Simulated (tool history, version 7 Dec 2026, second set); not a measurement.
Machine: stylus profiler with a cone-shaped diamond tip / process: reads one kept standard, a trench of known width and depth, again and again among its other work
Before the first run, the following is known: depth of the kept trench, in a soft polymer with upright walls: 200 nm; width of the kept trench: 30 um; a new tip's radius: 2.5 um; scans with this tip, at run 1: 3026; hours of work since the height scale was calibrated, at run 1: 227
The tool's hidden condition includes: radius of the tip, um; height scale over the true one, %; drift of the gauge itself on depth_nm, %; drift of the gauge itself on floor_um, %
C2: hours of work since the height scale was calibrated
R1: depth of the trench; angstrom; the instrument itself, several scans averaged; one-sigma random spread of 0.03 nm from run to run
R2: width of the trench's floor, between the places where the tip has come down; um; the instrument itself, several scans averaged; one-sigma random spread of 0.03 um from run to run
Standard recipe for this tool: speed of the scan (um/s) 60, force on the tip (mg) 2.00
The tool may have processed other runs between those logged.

Run 1, day 0.000: usual settings; scans with this tip 3026; C2 227. Result: R1 2010.3 angstrom, R2 27.67 um.
Run 2, day 3.246: usual settings but speed of the scan (um/s) 180; scans with this tip 3524; C2 264. Result: R1 2010.7 angstrom, R2 27.38 um.
Run 3, day 5.788: usual settings but speed of the scan (um/s) 180; scans with this tip 3914; C2 293. Result: R1 2010.8 angstrom, R2 27.36 um.
Run 4, day 9.142: usual settings but force on the tip (mg) 1.26; scans with this tip 4428; C2 332. Result: R1 2007.9 angstrom, R2 27.63 um.
Run 5, day 10.692: usual settings but force on the tip (mg) 1.26; scans with this tip 4666; C2 349. Result: R1 2008.5 angstrom, R2 27.56 um.
Run 6, day 13.146: usual settings but force on the tip (mg) 1.26; scans with this tip 5042; C2 378. Result: R1 2008.5 angstrom, R2 27.56 um.
Run 7, day 16.542: usual settings but force on the tip (mg) 1.50; scans with this tip 5563; C2 417. Result: R1 2009.3 angstrom, R2 27.59 um.
Run 8, day 18.871: usual settings but speed of the scan (um/s) 183, force on the tip (mg) 0.78; scans with this tip 5920; C2 443. Result: R1 2006.7 angstrom, R2 26.90 um.
Run 9, day 20.696: usual settings but speed of the scan (um/s) 183, force on the tip (mg) 0.78; scans with this tip 6200; C2 464. Result: R1 2006.7 angstrom, R2 26.95 um.
At day 21.000: height scale calibrated on a step standard.
Run 10, day 23.308: usual settings but speed of the scan (um/s) 34, force on the tip (mg) 1.20; scans with this tip 6598; C2 27. Result: R1 2008.7 angstrom, R2 27.67 um.
Run 11, day 24.846: usual settings but speed of the scan (um/s) 65, force on the tip (mg) 0.97; scans with this tip 6833; C2 44. Result: R1 2008.5 angstrom, R2 27.50 um.
Run 12, day 27.371: usual settings but speed of the scan (um/s) 65, force on the tip (mg) 0.97; scans with this tip 7220; C2 73. Result: R1 2008.3 angstrom, R2 27.43 um.

Forecast each of these 4 alternatives for the next run:
Run A, day 30.083: usual settings but speed of the scan (um/s) 106, force on the tip (mg) 1.59; scans with this tip 7636; C2 104. Result: R1 ?, R2 ?.
Run B, day 30.083: usual settings but speed of the scan (um/s) 87, force on the tip (mg) 0.86; scans with this tip 7636; C2 104. Result: R1 ?, R2 ?.
Run C, day 30.083: usual settings but speed of the scan (um/s) 18, force on the tip (mg) 0.74; scans with this tip 7636; C2 104. Result: R1 ?, R2 ?.
Run D, day 30.083: usual settings but speed of the scan (um/s) 20, force on the tip (mg) 1.18; scans with this tip 7636; C2 104. Result: R1 ?, R2 ?.

run      R1     R2
  A  2010.0  27.43
  B  2007.7  27.34
  C  2007.1  27.63
  D  2009.2  27.68
Take away the tool's hidden state, keep each run's random variation, and the runs would have read:
run      R1     R2
  A  2007.7  27.74
  B  2005.4  27.65
  C  2004.8  27.93
  D  2006.9  27.99

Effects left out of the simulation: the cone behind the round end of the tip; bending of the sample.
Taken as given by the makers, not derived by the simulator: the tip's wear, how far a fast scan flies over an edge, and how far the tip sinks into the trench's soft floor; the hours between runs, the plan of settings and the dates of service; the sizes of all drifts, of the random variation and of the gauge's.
